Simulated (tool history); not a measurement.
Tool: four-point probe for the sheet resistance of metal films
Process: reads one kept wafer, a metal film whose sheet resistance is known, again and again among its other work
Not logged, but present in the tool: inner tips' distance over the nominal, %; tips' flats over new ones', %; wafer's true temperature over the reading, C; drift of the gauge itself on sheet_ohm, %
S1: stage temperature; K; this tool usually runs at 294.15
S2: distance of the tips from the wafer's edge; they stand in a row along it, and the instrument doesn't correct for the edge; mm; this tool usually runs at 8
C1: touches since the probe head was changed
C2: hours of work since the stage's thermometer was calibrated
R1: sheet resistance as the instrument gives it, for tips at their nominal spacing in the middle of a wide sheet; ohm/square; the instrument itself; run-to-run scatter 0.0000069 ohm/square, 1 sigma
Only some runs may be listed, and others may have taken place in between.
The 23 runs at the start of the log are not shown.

{"run": 24, "hour": 1709.8, "S1": 307.15, "S2": 65, "C1": 62078, "C2": 687, "R1": 0.032991}
{"run": 25, "hour": 1795.1, "S1": 307.15, "S2": 65, "C1": 66903, "C2": 745, "R1": 0.032951}
{"run": 26, "hour": 1850.1, "S1": 304.15, "S2": 4, "C1": 70014, "C2": 783, "R1": 0.03475}
{"run": 27, "hour": 1903.8, "S1": 303.15, "S2": 34, "C1": 73053, "C2": 820, "R1": 0.033119}
{"run": 28, "hour": 2004.0, "S1": 293.15, "S2": 14, "C1": 78720, "C2": 888, "R1": 0.03364}
{"hour": 2030.3, "done": "new probe head fitted"}
{"run": 29, "hour": 2105.5, "S1": 296.15, "S2": 53, "C1": 4255, "C2": 957, "R1": 0.033934}
{"run": 30, "hour": 2217.9, "S1": 296.15, "S2": 53, "C1": 10611, "C2": 1033, "R1": 0.033909}
{"run": 31, "hour": 2315.1, "S1": 296.15, "S2": 53, "C1": 16107, "C2": 1100, "R1": 0.033878}
{"run": 32, "hour": 2409.9, "S1": 302.15, "S2": 39, "C1": 21467, "C2": 1165, "R1": 0.033602}
{"run": 33, "hour": 2510.8, "S1": 301.15, "S2": 8, "C1": 27171, "C2": 1234, "R1": 0.034044}
{"run": 34, "hour": 2605.0, "S1": 295.15, "S2": 5, "C1": 32496, "C2": 1298, "R1": 0.03498}
{"run": 35, "hour": 2682.8, "S1": 295.15, "S2": 5, "C1": 36897, "C2": 1351, "R1": 0.034966}
{"run": 36, "hour": 2733.9, "S1": 304.15, "S2": 8, "C1": 39789, "C2": 1386, "R1": 0.033871}
{"run": 37, "hour": 2804.6, "S1": 293.15, "S2": 3, "C1": 43785, "C2": 1434, "R1": 0.036837}

Here are 4 independent what-if runs from the current tool condition. What would each one return?
{"run": "A", "hour": 2868.9, "S1": 302.15, "S2": 35, "C1": 47420, "C2": 1478, "R1": "?"}
{"run": "B", "hour": 2868.9, "S1": 300.15, "S2": 46, "C1": 47420, "C2": 1478, "R1": "?"}
{"run": "C", "hour": 2868.9, "S1": 296.15, "S2": 9, "C1": 47420, "C2": 1478, "R1": "?"}
{"run": "D", "hour": 2868.9, "S1": 292.15, "S2": 29, "C1": 47420, "C2": 1478, "R1": "?"}

run=A R1=0.033478
run=B R1=0.033568
run=C R1=0.034083
run=D R1=0.033945
With the hidden condition removed and each run's random variation left untouched, the same runs would have given:
run=A R1=0.033654
run=B R1=0.033744
run=C R1=0.034261
run=D R1=0.034122
